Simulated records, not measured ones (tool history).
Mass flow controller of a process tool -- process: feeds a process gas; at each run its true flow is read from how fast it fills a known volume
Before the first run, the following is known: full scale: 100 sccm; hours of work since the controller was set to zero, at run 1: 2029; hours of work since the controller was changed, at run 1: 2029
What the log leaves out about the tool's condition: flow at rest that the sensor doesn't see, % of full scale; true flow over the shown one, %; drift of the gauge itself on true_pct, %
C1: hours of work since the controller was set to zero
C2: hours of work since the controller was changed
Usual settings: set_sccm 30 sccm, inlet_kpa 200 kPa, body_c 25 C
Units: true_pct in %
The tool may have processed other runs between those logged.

run 1 hour=0.0 | set_sccm=30 inlet_kpa=200 body_c=25 | C1=2029 C2=2029 | true_pct=97.67
run 2 hour=133.5 | set_sccm=30 inlet_kpa=200 body_c=25 | C1=2102 C2=2102 | true_pct=97.67
run 3 hour=272.4 | set_sccm=30 inlet_kpa=200 body_c=25 | C1=2178 C2=2178 | true_pct=97.61
run 4 hour=397.7 | set_sccm=30 inlet_kpa=200 body_c=25 | C1=2246 C2=2246 | true_pct=97.59
run 5 hour=515.4 | set_sccm=30 inlet_kpa=200 body_c=25 | C1=2311 C2=2311 | true_pct=97.62
run 6 hour=623.5 | set_sccm=30 inlet_kpa=200 body_c=25 | C1=2370 C2=2370 | true_pct=97.52
run 7 hour=730.6 | set_sccm=30 inlet_kpa=200 body_c=25 | C1=2428 C2=2428 | true_pct=97.53
run 8 hour=889.8 | set_sccm=30 inlet_kpa=200 body_c=25 | C1=2515 C2=2515 | true_pct=97.52
run 9 hour=1029.1 | set_sccm=30 inlet_kpa=200 body_c=25 | C1=2591 C2=2591 | true_pct=97.49
run 10 hour=1154.0 | set_sccm=30 inlet_kpa=200 body_c=25 | C1=2659 C2=2659 | true_pct=97.36
run 11 hour=1259.0 | set_sccm=30 inlet_kpa=200 body_c=25 | C1=2716 C2=2716 | true_pct=97.40
run 12 hour=1388.3 | set_sccm=30 inlet_kpa=200 body_c=25 | C1=2787 C2=2787 | true_pct=97.28
run 13 hour=1548.8 | set_sccm=30 inlet_kpa=200 body_c=25 | C1=2874 C2=2874 | true_pct=97.16
run 14 hour=1660.0 | set_sccm=30 inlet_kpa=200 body_c=25 | C1=2935 C2=2935 | true_pct=97.15
run 15 hour=1782.5 | set_sccm=30 inlet_kpa=200 body_c=39 | C1=3002 C2=3002 | true_pct=96.04
run 16 hour=1929.1 | set_sccm=30 inlet_kpa=200 body_c=39 | C1=3082 C2=3082 | true_pct=95.96
run 17 hour=2080.1 | set_sccm=30 inlet_kpa=200 body_c=39 | C1=3164 C2=3164 | true_pct=95.98
run 18 hour=2221.5 | set_sccm=30 inlet_kpa=200 body_c=39 | C1=3241 C2=3241 | true_pct=95.83
run 19 hour=2359.1 | set_sccm=30 inlet_kpa=200 body_c=39 | C1=3316 C2=3316 | true_pct=95.96
run 20 hour=2513.1 | set_sccm=30 inlet_kpa=200 body_c=39 | C1=3400 C2=3400 | true_pct=95.83
run 21 hour=2658.1 | set_sccm=30 inlet_kpa=200 body_c=25 | C1=3479 C2=3479 | true_pct=96.75
-- hour=2719.8 gauge calibrated
run 22 hour=2727.3 | set_sccm=30 inlet_kpa=200 body_c=25 | C1=3517 C2=3517 | true_pct=97.72
run 23 hour=2860.3 | set_sccm=30 inlet_kpa=200 body_c=25 | C1=3589 C2=3589 | true_pct=97.72
run 24 hour=2959.4 | set_sccm=30 inlet_kpa=200 body_c=25 | C1=3643 C2=3643 | true_pct=97.60
run 25 hour=3086.6 | set_sccm=18 inlet_kpa=196 body_c=25 | C1=3713 C2=3713 | true_pct=97.27
run 26 hour=3183.1 | set_sccm=18 inlet_kpa=196 body_c=26 | C1=3765 C2=3765 | true_pct=97.16
run 27 hour=3313.3 | set_sccm=64 inlet_kpa=220 body_c=26 | C1=3836 C2=3836 | true_pct=98.35
run 28 hour=3383.2 | set_sccm=12 inlet_kpa=205 body_c=21 | C1=3875 C2=3875 | true_pct=97.22
run 29 hour=3502.8 | set_sccm=30 inlet_kpa=141 body_c=33 | C1=3940 C2=3940 | true_pct=97.45
run 30 hour=3618.8 | set_sccm=30 inlet_kpa=141 body_c=33 | C1=4003 C2=4003 | true_pct=97.26
-- hour=3628.6 controller's zero set anew
run 31 hour=3707.6 | set_sccm=13 inlet_kpa=168 body_c=25 | C1=43 C2=4051 | true_pct=97.12
run 32 hour=3776.6 | set_sccm=20 inlet_kpa=168 body_c=29 | C1=81 C2=4089 | true_pct=96.94
run 33 hour=3874.5 | set_sccm=55 inlet_kpa=179 body_c=25 | C1=134 C2=4142 | true_pct=98.15
run 34 hour=3990.6 | set_sccm=16 inlet_kpa=165 body_c=29 | C1=197 C2=4206 | true_pct=96.91
run 35 hour=4119.5 | set_sccm=16 inlet_kpa=165 body_c=29 | C1=268 C2=4276 | true_pct=96.71
run 36 hour=4213.2 | set_sccm=16 inlet_kpa=165 body_c=29 | C1=319 C2=4327 | true_pct=96.78

What does the tool deliver on the next run?
run 37 hour=4355.5 | set_sccm=72 inlet_kpa=143 body_c=29 | C1=396 C2=4405 | true_pct=?

{"run 37": {"true_pct": 98.84}}
On a tool with no hidden condition, and with the same random variation, this run would have come out at true_pct 99.38 %.

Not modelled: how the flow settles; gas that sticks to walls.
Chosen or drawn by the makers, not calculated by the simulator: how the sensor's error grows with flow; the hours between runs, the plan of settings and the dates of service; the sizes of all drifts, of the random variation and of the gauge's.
